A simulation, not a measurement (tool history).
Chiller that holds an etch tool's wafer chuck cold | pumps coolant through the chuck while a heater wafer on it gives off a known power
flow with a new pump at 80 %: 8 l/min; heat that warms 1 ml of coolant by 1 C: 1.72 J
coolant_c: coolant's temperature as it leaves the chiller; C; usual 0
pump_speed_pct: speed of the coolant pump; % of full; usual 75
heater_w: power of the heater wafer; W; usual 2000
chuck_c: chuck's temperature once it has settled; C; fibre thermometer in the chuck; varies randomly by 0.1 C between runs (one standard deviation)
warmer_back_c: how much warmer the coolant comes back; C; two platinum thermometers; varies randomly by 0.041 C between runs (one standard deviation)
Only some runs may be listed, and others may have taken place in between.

run,hour,coolant_c,pump_speed_pct,heater_w,chuck_c,warmer_back_c
1,0.0,0,75,2000,33.2,9.33
2,20.8,0,75,2000,33.3,9.45
3,43.4,0,84,2000,30.3,8.34
4,67.0,0,75,2000,33.3,9.38
5,86.6,4,75,2000,37.5,9.39
6,114.7,4,75,2000,37.6,9.31
7,138.3,0,75,2000,33.2,9.35
8,172.3,-9,75,2000,24.5,9.38
9,189.3,0,75,2000,33.4,9.44
10,206.3,0,75,2000,33.5,9.35
11,234.2,0,75,2000,33.6,9.46
12,269.0,0,75,2000,33.7,9.39
13,293.0,0,75,2000,33.5,9.38
14,316.4,0,98,2000,27.0,7.22
15,353.0,0,98,2000,26.9,7.28
16,383.5,0,98,2000,26.9,7.24
17,406.3,0,98,2000,27.0,7.23
18,430.2,-9,82,2000,22.4,8.67
19,463.0,-9,60,1745,26.7,10.22
20,482.7,-9,60,1745,26.8,10.21
21,516.8,7,67,1552,36.0,8.17
22,536.4,-5,86,2444,31.9,10.12
23,551.9,-5,86,2444,32.1,10.07
24,567.5,-5,86,2444,32.1,10.02
25,590.9,-7,68,1276,16.6,6.63
26,615.1,-7,68,1276,16.8,6.63
27,630.6,9,72,1062,27.9,5.20
28,664.4,9,75,1222,29.9,5.83
29,700.0,9,75,1222,30.0,5.73
30,722.6,0,70,2361,42.8,12.04
31,759.0,0,75,1199,20.6,5.74

Each row is a separate what-if for the run after 31, all from the same tool condition, not one after another. Results?
A,781.3,-8,68,1386,?,?
B,781.3,-2,94,1387,?,?
C,781.3,9,60,1324,?,?
D,781.3,9,75,2000,?,?

run,chuck_c,warmer_back_c
A,17.8,7.28
B,17.5,5.31
C,36.6,7.84
D,43.5,9.54
Without the tool's hidden state the same runs would have given:
run,chuck_c,warmer_back_c
A,13.0,7.12
B,13.8,5.19
C,31.5,7.66
D,37.2,9.33
